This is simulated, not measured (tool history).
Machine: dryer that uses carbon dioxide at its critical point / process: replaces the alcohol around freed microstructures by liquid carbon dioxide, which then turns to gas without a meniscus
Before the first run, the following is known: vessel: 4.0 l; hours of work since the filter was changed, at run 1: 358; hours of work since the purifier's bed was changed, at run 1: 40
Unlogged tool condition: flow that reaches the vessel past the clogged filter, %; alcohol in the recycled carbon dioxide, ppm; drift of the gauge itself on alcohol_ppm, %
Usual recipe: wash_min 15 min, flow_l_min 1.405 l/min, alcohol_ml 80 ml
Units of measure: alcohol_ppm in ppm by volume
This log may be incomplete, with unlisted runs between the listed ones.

run   hour  wash_min  flow_l_min  alcohol_ml  hours of work since the filter was changed  hours of work since the purifier's bed was changed  alcohol_ppm
  1      0        15       1.405          80                                         358                                                  40          256
  2    7.3        15       1.405          80                                         361                                                  43          252
  3   18.8        15        1.78          80                                         367                                                  49           84
  4   31.6        15        1.78          80                                         373                                                  55           90
  5   39.4        15        0.86          80                                         376                                                  58         1474
  6   53.1        15        0.86          80                                         383                                                  65         1519
  7   59.5        15        0.86          80                                         386                                                  68         1522
  8     72        15        0.86          80                                         392                                                  74         1540
  9   86.9        15        0.86          80                                         399                                                  81         1545
 10  100.6        15       1.405          80                                         405                                                  87          288
 11  115.1        15       1.405          80                                         412                                                  94          298
 12  123.4        15       1.405          80                                         416                                                  98          304
     134.1  -- inlet filter changed
 13  135.9        15       1.405          80                                           1                                                 104          164
 14  148.9        15       1.405          80                                           7                                                 110          162
 15  161.9        15        2.32          80                                          13                                                 116           23
 16    172        15        2.32          80                                          18                                                 121           34
 17  183.8        15        2.32          80                                          23                                                 126           31
 18  197.8        15       1.405          80                                          30                                                 133          178
 19  208.7        15       1.405          80                                          35                                                 138          179
 20  217.6        15       1.405          80                                          39                                                 142          190
 21  225.9        17       1.405          80                                          43                                                 146          102
 22  235.7        17       1.405          80                                          48                                                 151          116
 23  243.8        18       1.405          80                                          52                                                 155           98
 24  255.4        15       1.405          80                                          57                                                 160          195
 25    266         9       1.405          29                                          62                                                 165          433
 26  273.4        18        1.06          67                                          66                                                 169          262
 27  287.5        11        2.17          42                                          73                                                 175           71
 28  296.9        11        1.67          42                                          77                                                 180          181
 29  303.9        11        1.67          44                                          80                                                 183          202
 30  318.3        11         2.1          25                                          87                                                 190           75
 31  324.8        20        1.03          80                                          90                                                 193          238
 32    336        20        1.03          40                                          95                                                 198          138
 33  344.6        17        2.25          32                                         100                                                 202           56
 34  355.8        17        1.26          83                                         105                                                 208          210
 35  365.9         9        1.33          83                                         110                                                 212         1396
 36    378        12        1.01          60                                         115                                                 218         1071
 37  388.7        22        0.87          80                                         120                                                 223          335
 38    396        21        1.48          80                                         124                                                 227           71
 39  409.1        19       1.405          80                                         130                                                 233           90
 40  419.4        15        1.86          80                                         135                                                 238           84
 41  434.7        12        0.93          80                                         142                                                 245         1777
 42  442.4        22        0.92         119                                         146                                                 249          410
 43  450.9        17        1.12          68                                         150                                                 253          307
 44  465.8        17        1.12          68                                         157                                                 260          308
 45  474.3        12        1.12          68                                         161                                                 264          949
 46  483.1        13        1.69          23                                         165                                                 268          105
 47  490.6        20        1.69          23                                         169                                                 271           57

What if the next run were any one of these 4? Each begins from the tool's condition after run 47:
  A  503.2        19        1.02          23                                         175                                                 277            ?
  B  503.2        12        1.15          80                                         175                                                 277            ?
  C  503.2        17        1.32          41                                         175                                                 277            ?
  D  503.2        12        1.91          46                                         175                                                 277            ?

run  alcohol_ppm
  A          142
  B         1013
  C          121
  D          116
Stripped of hidden state, with their random variation kept, the same runs would have yielded:
run  alcohol_ppm
  A           70
  B          803
  C           50
  D           46
